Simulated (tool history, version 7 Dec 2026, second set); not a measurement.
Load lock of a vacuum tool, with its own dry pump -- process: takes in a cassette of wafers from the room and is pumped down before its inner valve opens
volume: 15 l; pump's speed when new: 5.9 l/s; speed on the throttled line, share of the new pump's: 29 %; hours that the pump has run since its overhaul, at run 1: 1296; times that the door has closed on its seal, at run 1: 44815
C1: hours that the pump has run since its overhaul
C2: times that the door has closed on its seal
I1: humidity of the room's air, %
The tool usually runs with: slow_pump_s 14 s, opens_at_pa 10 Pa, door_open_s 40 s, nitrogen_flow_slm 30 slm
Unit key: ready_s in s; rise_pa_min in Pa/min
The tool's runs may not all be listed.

Run 1, hour 0: usual settings; C1 1296; C2 44815; I1 46.2. Result: ready_s 34 s, rise_pa_min 0.021 Pa/min.
Run 2, hour 344.2: usual settings; C1 1640; C2 46523; I1 46.6. Result: ready_s 33.4 s, rise_pa_min 0.024 Pa/min.
Run 3, hour 704.8: usual settings; C1 2000; C2 48313; I1 46.5. Result: ready_s 33.7 s, rise_pa_min 0.027 Pa/min.
Run 4, hour 1067.5: usual settings but door_open_s 173 s; C1 2363; C2 50113; I1 47.7. Result: ready_s 33.8 s, rise_pa_min 0.044 Pa/min.
Run 5, hour 1325.5: usual settings but door_open_s 173 s; C1 2621; C2 51393; I1 43.6. Result: ready_s 33.5 s, rise_pa_min 0.047 Pa/min.
Run 6, hour 1627.1: usual settings but door_open_s 173 s; C1 2923; C2 52890; I1 46.3. Result: ready_s 33.4 s, rise_pa_min 0.051 Pa/min.
Run 7, hour 2033: usual settings but door_open_s 173 s; C1 3329; C2 54904; I1 47.4. Result: ready_s 33.8 s, rise_pa_min 0.054 Pa/min.
Run 8, hour 2464.7: usual settings but slow_pump_s 15 s, opens_at_pa 9 Pa, door_open_s 31 s, nitrogen_flow_slm 45 slm; C1 3760; C2 57047; I1 44.7. Result: ready_s 34.2 s, rise_pa_min 0.021 Pa/min.
Run 9, hour 2751.4: usual settings but slow_pump_s 15 s, opens_at_pa 9 Pa, door_open_s 31 s, nitrogen_flow_slm 45 slm; C1 4047; C2 58470; I1 41.5. Result: ready_s 34.4 s, rise_pa_min 0.021 Pa/min.

Run 10, settings as shown, results not yet in. Your forecast:
Run 10, hour 3176.2: usual settings but slow_pump_s 15 s, opens_at_pa 9 Pa, door_open_s 30 s, nitrogen_flow_slm 45 slm; C1 4472; C2 60578; I1 44.7. Result: ready_s ?, rise_pa_min ?.

{"run 10": {"ready_s": 34.9, "rise_pa_min": 0.024}}
If the tool had no hidden condition, the same run with the same run-to-run variation would have returned ready_s 34.9 s, rise_pa_min 0.023 Pa/min.
